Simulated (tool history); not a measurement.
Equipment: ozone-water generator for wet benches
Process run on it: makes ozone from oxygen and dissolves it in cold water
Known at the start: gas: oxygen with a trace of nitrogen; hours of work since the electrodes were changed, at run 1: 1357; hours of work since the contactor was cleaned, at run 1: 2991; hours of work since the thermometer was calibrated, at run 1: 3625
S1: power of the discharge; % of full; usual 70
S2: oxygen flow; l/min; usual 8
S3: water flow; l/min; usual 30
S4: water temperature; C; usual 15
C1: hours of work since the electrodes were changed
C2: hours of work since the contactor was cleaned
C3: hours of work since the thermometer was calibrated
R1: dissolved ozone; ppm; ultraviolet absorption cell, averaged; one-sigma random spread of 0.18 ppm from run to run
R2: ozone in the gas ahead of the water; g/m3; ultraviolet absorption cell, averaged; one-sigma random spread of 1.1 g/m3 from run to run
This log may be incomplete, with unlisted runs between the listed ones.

{"run": 1, "day": 0.0, "S1": 70, "S2": 8, "S3": 30, "S4": 15, "C1": 1357, "C2": 2991, "C3": 3625, "R1": 24.2, "R2": 187.7}
{"run": 2, "day": 2.108, "S1": 70, "S2": 10.68, "S3": 30, "S4": 15, "C1": 1392, "C2": 3025, "C3": 3660, "R1": 25.5, "R2": 169.4}
{"run": 3, "day": 3.758, "S1": 70, "S2": 8, "S3": 30, "S4": 15, "C1": 1418, "C2": 3052, "C3": 3686, "R1": 24, "R2": 187.5}
{"run": 4, "day": 6.354, "S1": 70, "S2": 8, "S3": 30, "S4": 15, "C1": 1461, "C2": 3094, "C3": 3729, "R1": 24.3, "R2": 188.4}
{"run": 5, "day": 8.7, "S1": 70, "S2": 8, "S3": 30, "S4": 15, "C1": 1499, "C2": 3132, "C3": 3767, "R1": 24, "R2": 185.9}
{"run": 6, "day": 10.321, "S1": 70, "S2": 7.7, "S3": 30, "S4": 15, "C1": 1525, "C2": 3158, "C3": 3793, "R1": 23.8, "R2": 188.9}
{"run": 7, "day": 11.821, "S1": 70, "S2": 7.7, "S3": 38, "S4": 15, "C1": 1549, "C2": 3183, "C3": 3817, "R1": 19.7, "R2": 188.4}
{"run": 8, "day": 13.754, "S1": 70, "S2": 10.66, "S3": 30, "S4": 15, "C1": 1581, "C2": 3214, "C3": 3849, "R1": 26, "R2": 169}
{"run": 9, "day": 16.129, "S1": 70, "S2": 10.66, "S3": 30, "S4": 15, "C1": 1619, "C2": 3253, "C3": 3887, "R1": 25.6, "R2": 168.6}
{"run": 10, "day": 17.646, "S1": 70, "S2": 8, "S3": 30, "S4": 19, "C1": 1644, "C2": 3277, "C3": 3912, "R1": 23.2, "R2": 185.7}
{"run": 11, "day": 18.908, "S1": 70, "S2": 8, "S3": 30, "S4": 19, "C1": 1665, "C2": 3298, "C3": 3933, "R1": 22.7, "R2": 187.1}
{"run": 12, "day": 20.796, "S1": 78, "S2": 8, "S3": 30, "S4": 19, "C1": 1695, "C2": 3329, "C3": 3963, "R1": 24.1, "R2": 199.3}
{"run": 13, "day": 22.454, "S1": 78, "S2": 8, "S3": 30, "S4": 19, "C1": 1722, "C2": 3356, "C3": 3990, "R1": 24.3, "R2": 198.3}
{"run": 14, "day": 24.971, "S1": 78, "S2": 8, "S3": 30, "S4": 19, "C1": 1763, "C2": 3396, "C3": 4031, "R1": 24.1, "R2": 198}
{"run": 15, "day": 26.312, "S1": 78, "S2": 8, "S3": 30, "S4": 19, "C1": 1785, "C2": 3418, "C3": 4053, "R1": 24.2, "R2": 197}
{"run": 16, "day": 28.158, "S1": 78, "S2": 8, "S3": 30, "S4": 19, "C1": 1815, "C2": 3448, "C3": 4083, "R1": 24.2, "R2": 198.5}
{"run": 17, "day": 30.512, "S1": 78, "S2": 8, "S3": 30, "S4": 19, "C1": 1853, "C2": 3486, "C3": 4121, "R1": 24.3, "R2": 199}
{"run": 18, "day": 32.65, "S1": 78, "S2": 8, "S3": 30, "S4": 19, "C1": 1888, "C2": 3521, "C3": 4156, "R1": 24.4, "R2": 195.5}
{"run": 19, "day": 34.342, "S1": 74, "S2": 8.96, "S3": 45, "S4": 10, "C1": 1915, "C2": 3549, "C3": 4183, "R1": 19.5, "R2": 186.5}
{"run": 20, "day": 35.571, "S1": 74, "S2": 8.96, "S3": 25, "S4": 10, "C1": 1935, "C2": 3569, "C3": 4203, "R1": 31.3, "R2": 184.4}
{"run": 21, "day": 38.058, "S1": 70, "S2": 10.84, "S3": 44, "S4": 15, "C1": 1976, "C2": 3609, "C3": 4244, "R1": 19.1, "R2": 169}
{"run": 22, "day": 40.354, "S1": 72, "S2": 10.84, "S3": 36, "S4": 15, "C1": 2013, "C2": 3646, "C3": 4281, "R1": 22.6, "R2": 172}
{"run": 23, "day": 42.896, "S1": 71, "S2": 10.84, "S3": 36, "S4": 8, "C1": 2054, "C2": 3688, "C3": 4322, "R1": 25.1, "R2": 171.2}
{"run": 24, "day": 44.254, "S1": 71, "S2": 10.84, "S3": 36, "S4": 8, "C1": 2076, "C2": 3710, "C3": 4344, "R1": 24.7, "R2": 168.7}
{"run": 25, "day": 45.621, "S1": 95, "S2": 10.84, "S3": 21, "S4": 10, "C1": 2099, "C2": 3732, "C3": 4367, "R1": 41.7, "R2": 198.4}
{"run": 26, "day": 48.546, "S1": 70, "S2": 12.19, "S3": 30, "S4": 14, "C1": 2146, "C2": 3779, "C3": 4414, "R1": 26.6, "R2": 160.1}
{"run": 27, "day": 50.75, "S1": 83, "S2": 8, "S3": 30, "S4": 15, "C1": 2182, "C2": 3815, "C3": 4450, "R1": 26.3, "R2": 202.7}
{"run": 28, "day": 53.683, "S1": 52, "S2": 8, "S3": 19, "S4": 15, "C1": 2230, "C2": 3863, "C3": 4498, "R1": 28.2, "R2": 159.5}

Estimate the outcome of run 29 from the log above:
{"run": 29, "day": 56.458, "S1": 52, "S2": 8, "S3": 19, "S4": 15, "C1": 2275, "C2": 3908, "C3": 4543, "R1": "?", "R2": "?"}

{"run 29": {"R1": 27.9, "R2": 158.8}}
Had the tool carried no hidden state, the very same run would have given R1 27.9 ppm, R2 158.8 g/m3.
